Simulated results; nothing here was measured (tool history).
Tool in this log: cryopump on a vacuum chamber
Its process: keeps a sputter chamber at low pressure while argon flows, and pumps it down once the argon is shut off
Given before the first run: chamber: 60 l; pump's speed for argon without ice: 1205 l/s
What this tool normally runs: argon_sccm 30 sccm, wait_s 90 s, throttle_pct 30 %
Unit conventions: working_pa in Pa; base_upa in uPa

Run 1, hour 0.0: usual settings. Result: working_pa 0.1495 Pa, base_upa 1.33 uPa.
Run 2, hour 25.8: usual settings but wait_s 97 s. Result: working_pa 0.1502 Pa, base_upa 1.20 uPa.
Run 3, hour 37.2: usual settings but wait_s 97 s. Result: working_pa 0.1510 Pa, base_upa 1.23 uPa.
At hour 44.1: pump warmed up, emptied and cooled again.
Run 4, hour 61.6: usual settings but wait_s 97 s. Result: working_pa 0.1405 Pa, base_upa 1.10 uPa.
Run 5, hour 73.1: usual settings but wait_s 97 s. Result: working_pa 0.1406 Pa, base_upa 1.10 uPa.
Run 6, hour 86.6: usual settings but wait_s 97 s. Result: working_pa 0.1407 Pa, base_upa 1.10 uPa.
Run 7, hour 100.1: usual settings. Result: working_pa 0.1408 Pa, base_upa 1.09 uPa.
Run 8, hour 118.6: usual settings. Result: working_pa 0.1409 Pa, base_upa 1.15 uPa.
Run 9, hour 136.3: usual settings. Result: working_pa 0.1429 Pa, base_upa 1.15 uPa.
Run 10, hour 151.4: usual settings but argon_sccm 32 sccm. Result: working_pa 0.1524 Pa, base_upa 1.15 uPa.
Run 11, hour 163.3: usual settings. Result: working_pa 0.1417 Pa, base_upa 1.17 uPa.
Run 12, hour 189.9: usual settings but argon_sccm 20 sccm. Result: working_pa 0.0952 Pa, base_upa 1.12 uPa.
Run 13, hour 210.4: usual settings but wait_s 55 s. Result: working_pa 0.1428 Pa, base_upa 1.42 uPa.
Run 14, hour 225.5: usual settings but argon_sccm 13 sccm, wait_s 55 s. Result: working_pa 0.0625 Pa, base_upa 1.39 uPa.
Run 15, hour 236.3: usual settings but argon_sccm 13 sccm, wait_s 55 s. Result: working_pa 0.0611 Pa, base_upa 1.44 uPa.
Run 16, hour 253.0: usual settings but argon_sccm 13 sccm, wait_s 55 s. Result: working_pa 0.0632 Pa, base_upa 1.49 uPa.
Run 17, hour 270.6: usual settings but argon_sccm 13 sccm, wait_s 55 s. Result: working_pa 0.0628 Pa, base_upa 1.51 uPa.
Run 18, hour 294.3: usual settings but argon_sccm 57 sccm, throttle_pct 20 %. Result: working_pa 0.4067 Pa, base_upa 1.21 uPa.
Run 19, hour 316.3: usual settings but argon_sccm 57 sccm, wait_s 260 s, throttle_pct 20 %. Result: working_pa 0.4072 Pa, base_upa 0.98 uPa.
Run 20, hour 330.9: usual settings but argon_sccm 57 sccm, wait_s 260 s, throttle_pct 20 %. Result: working_pa 0.4068 Pa, base_upa 1.02 uPa.
Run 21, hour 356.3: usual settings but argon_sccm 17 sccm, wait_s 287 s. Result: working_pa 0.0813 Pa, base_upa 0.99 uPa.
Run 22, hour 371.0: usual settings but argon_sccm 25 sccm, wait_s 181 s, throttle_pct 22 %. Result: working_pa 0.1651 Pa, base_upa 1.08 uPa.
Run 23, hour 382.5: usual settings but argon_sccm 41 sccm, wait_s 43 s. Result: working_pa 0.1980 Pa, base_upa 1.79 uPa.
Run 24, hour 408.3: usual settings but argon_sccm 45 sccm, wait_s 50 s, throttle_pct 21 %. Result: working_pa 0.3080 Pa, base_upa 1.57 uPa.
Run 25, hour 420.7: usual settings but argon_sccm 45 sccm, wait_s 50 s, throttle_pct 21 %. Result: working_pa 0.3125 Pa, base_upa 1.64 uPa.
Run 26, hour 442.4: usual settings but argon_sccm 45 sccm, wait_s 50 s, throttle_pct 21 %. Result: working_pa 0.3120 Pa, base_upa 1.62 uPa.
Run 27, hour 453.5: usual settings but argon_sccm 43 sccm, wait_s 181 s. Result: working_pa 0.2114 Pa, base_upa 1.16 uPa.
Run 28, hour 471.4: usual settings but argon_sccm 43 sccm, wait_s 244 s, throttle_pct 20 %. Result: working_pa 0.3109 Pa, base_upa 1.11 uPa.
Run 29, hour 487.5: usual settings but argon_sccm 18 sccm, wait_s 79 s, throttle_pct 20 %. Result: working_pa 0.1307 Pa, base_upa 1.43 uPa.
Run 30, hour 509.5: usual settings but argon_sccm 48 sccm, wait_s 158 s, throttle_pct 29 %. Result: working_pa 0.2438 Pa, base_upa 1.16 uPa.
Run 31, hour 527.0: usual settings but argon_sccm 48 sccm, wait_s 158 s, throttle_pct 29 %. Result: working_pa 0.2444 Pa, base_upa 1.23 uPa.
Run 32, hour 546.9: usual settings but argon_sccm 48 sccm, wait_s 158 s, throttle_pct 29 %. Result: working_pa 0.2456 Pa, base_upa 1.18 uPa.
Run 33, hour 565.5: usual settings but argon_sccm 14 sccm, wait_s 158 s, throttle_pct 15 %. Result: working_pa 0.1346 Pa, base_upa 1.23 uPa.

Forecast each of these 4 alternatives for the next run:
Run A, hour 576.6: usual settings but argon_sccm 54 sccm, throttle_pct 59 %. Result: working_pa ?, base_upa ?.
Run B, hour 576.6: usual settings but throttle_pct 51 %. Result: working_pa ?, base_upa ?.
Run C, hour 576.6: usual settings but argon_sccm 31 sccm, wait_s 158 s, throttle_pct 40 %. Result: working_pa ?, base_upa ?.
Run D, hour 576.6: usual settings but argon_sccm 13 sccm, wait_s 57 s, throttle_pct 59 %. Result: working_pa ?, base_upa ?.

run  working_pa  base_upa
  A      0.1445      1.40
  B      0.0907      1.41
  C      0.1176      1.19
  D      0.0352      1.61
Without the tool's unlogged condition, the same runs would have read:
run  working_pa  base_upa
  A      0.1285      0.65
  B      0.0819      0.64
  C      0.1085      0.46
  D      0.0313      0.86

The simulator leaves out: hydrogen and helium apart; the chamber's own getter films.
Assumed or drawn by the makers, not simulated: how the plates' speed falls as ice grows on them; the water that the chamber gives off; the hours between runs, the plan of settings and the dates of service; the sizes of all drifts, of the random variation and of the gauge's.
